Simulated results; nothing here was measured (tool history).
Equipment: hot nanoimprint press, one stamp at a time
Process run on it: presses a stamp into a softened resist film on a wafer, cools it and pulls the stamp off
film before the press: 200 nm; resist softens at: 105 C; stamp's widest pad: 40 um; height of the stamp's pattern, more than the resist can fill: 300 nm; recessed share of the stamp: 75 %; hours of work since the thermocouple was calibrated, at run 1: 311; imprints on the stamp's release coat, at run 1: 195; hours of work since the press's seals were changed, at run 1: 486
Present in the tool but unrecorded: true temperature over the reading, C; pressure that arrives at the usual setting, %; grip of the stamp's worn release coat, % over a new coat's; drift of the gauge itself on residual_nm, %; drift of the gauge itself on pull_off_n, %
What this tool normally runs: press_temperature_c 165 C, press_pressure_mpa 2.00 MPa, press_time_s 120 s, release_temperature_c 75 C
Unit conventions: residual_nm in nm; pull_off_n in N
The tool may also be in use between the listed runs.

| run | hour | press_temperature_c | press_pressure_mpa | press_time_s | release_temperature_c | hours of work since the thermocouple was calibrated | imprints on the stamp's release coat | hours of work since the press's seals were changed | residual_nm | pull_off_n |
|---|---|---|---|---|---|---|---|---|---|---|
| 1 | 0.0 | 165 | 2.00 | 120 | 75 | 311 | 195 | 486 | 75.1 | 116 |
| 2 | 10.2 | 165 | 2.00 | 120 | 75 | 318 | 239 | 494 | 75.8 | 122 |
| 3 | 28.2 | 165 | 2.00 | 114 | 75 | 330 | 318 | 506 | 77.2 | 123 |
| 4 | 41.8 | 165 | 2.00 | 114 | 75 | 340 | 377 | 516 | 77.7 | 116 |
| 5 | 51.9 | 165 | 2.00 | 114 | 75 | 347 | 421 | 523 | 78.4 | 118 |
| 6 | 66.3 | 165 | 2.06 | 120 | 75 | 357 | 484 | 533 | 75.4 | 122 |
| 7 | 75.6 | 165 | 2.06 | 120 | 75 | 364 | 524 | 539 | 75.5 | 124 |
| 8 | 85.6 | 165 | 2.00 | 120 | 75 | 371 | 568 | 546 | 75.9 | 125 |
| 9 | 94.6 | 165 | 2.00 | 120 | 69 | 377 | 607 | 553 | 76.5 | 134 |
|  | 98.7 | plate thermocouple calibrated |
| 10 | 108.7 | 165 | 2.00 | 120 | 69 | 7 | 655 | 561 | 77.0 | 135 |
| 11 | 122.7 | 165 | 2.00 | 120 | 69 | 17 | 716 | 570 | 77.1 | 133 |
| 12 | 135.2 | 157 | 2.00 | 120 | 75 | 26 | 771 | 579 | 110.9 | 127 |
| 13 | 150.1 | 157 | 2.00 | 120 | 75 | 36 | 836 | 590 | 111.2 | 133 |
| 14 | 165.2 | 157 | 2.00 | 120 | 75 | 47 | 902 | 600 | 111.4 | 129 |
|  | 171.2 | plate thermocouple calibrated, once more |
| 15 | 180.5 | 157 | 2.00 | 120 | 75 | 7 | 955 | 609 | 107.1 | 127 |
| 16 | 189.3 | 157 | 2.00 | 120 | 75 | 13 | 993 | 615 | 108.4 | 132 |
| 17 | 206.0 | 175 | 2.47 | 120 | 75 | 24 | 1066 | 627 | 43.3 | 133 |
| 18 | 219.8 | 161 | 2.61 | 75 | 65 | 34 | 1127 | 636 | 97.1 | 146 |
| 19 | 229.6 | 159 | 2.00 | 120 | 70 | 41 | 1169 | 643 | 98.7 | 142 |
|  | 249.2 | press's hydraulic seals changed and the load cell set to zero |
| 20 | 249.4 | 174 | 1.36 | 120 | 82 | 49 | 1220 | 0 | 58.4 | 122 |
| 21 | 260.2 | 176 | 1.38 | 71 | 65 | 57 | 1268 | 8 | 67.2 | 151 |
| 22 | 272.5 | 167 | 2.00 | 195 | 75 | 65 | 1321 | 16 | 53.6 | 140 |
|  | 281.0 | stamp cleaned and given a new release coat |
| 23 | 289.7 | 165 | 2.80 | 104 | 75 | 73 | 38 | 24 | 66.4 | 117 |
| 24 | 309.0 | 167 | 2.52 | 125 | 64 | 87 | 122 | 38 | 58.8 | 131 |
| 25 | 318.0 | 167 | 2.52 | 125 | 64 | 93 | 161 | 44 | 59.1 | 128 |
| 26 | 334.1 | 170 | 2.52 | 125 | 67 | 104 | 231 | 55 | 51.1 | 130 |
| 27 | 347.2 | 170 | 2.52 | 125 | 67 | 114 | 289 | 64 | 51.4 | 129 |
| 28 | 358.6 | 170 | 2.52 | 125 | 67 | 122 | 338 | 72 | 51.1 | 132 |
| 29 | 371.0 | 156 | 2.52 | 125 | 67 | 130 | 392 | 81 | 101.7 | 131 |
| 30 | 387.9 | 173 | 2.00 | 123 | 75 | 142 | 466 | 93 | 50.2 | 125 |

Entry by entry between the runs, the difference in hidden state between the last listed run before and the first listed run after:
Logged between run 9 and run 10: plate thermocouple calibrated (hour 98.7)
  true temperature over the reading, C: -0.66 -> -0.87; pressure that arrives at the usual setting, %: 95.77 -> 95.71; grip of the stamp's worn release coat, % over a new coat's: 10.5 -> 11.4
  what was measured, less what the result would be without the hidden state, residual_nm: +3.8 -> +4.5 nm; pull_off_n: +13 -> +15 N
Logged between run 14 and run 15: plate thermocouple calibrated, once more (hour 171.2)
  true temperature over the reading, C: -0.94 -> -0.03; pressure that arrives at the usual setting, %: 95.43 -> 95.37; grip of the stamp's worn release coat, % over a new coat's: 15.8 -> 16.7
  what was measured, less what the result would be without the hidden state, residual_nm: +6.4 -> +2.0 nm; pull_off_n: +19 -> +18 N
Logged between run 19 and run 20: press's hydraulic seals changed and the load cell set to zero (hour 249.2)
  true temperature over the reading, C: -0.09 -> -0.11; pressure that arrives at the usual setting, %: 95.11 -> 100.22; grip of the stamp's worn release coat, % over a new coat's: 20.5 -> 21.5
  what was measured, less what the result would be without the hidden state, residual_nm: +2.4 -> +0.2 nm; pull_off_n: +24 -> +22 N
Logged between run 22 and run 23: stamp cleaned and given a new release coat (hour 281.0)
  true temperature over the reading, C: -0.14 -> -0.16; pressure that arrives at the usual setting, %: 100.11 -> 100.06; grip of the stamp's worn release coat, % over a new coat's: 23.3 -> 0.7
  what was measured, less what the result would be without the hidden state, residual_nm: +0.4 -> +0.5 nm; pull_off_n: +27 -> +1 N
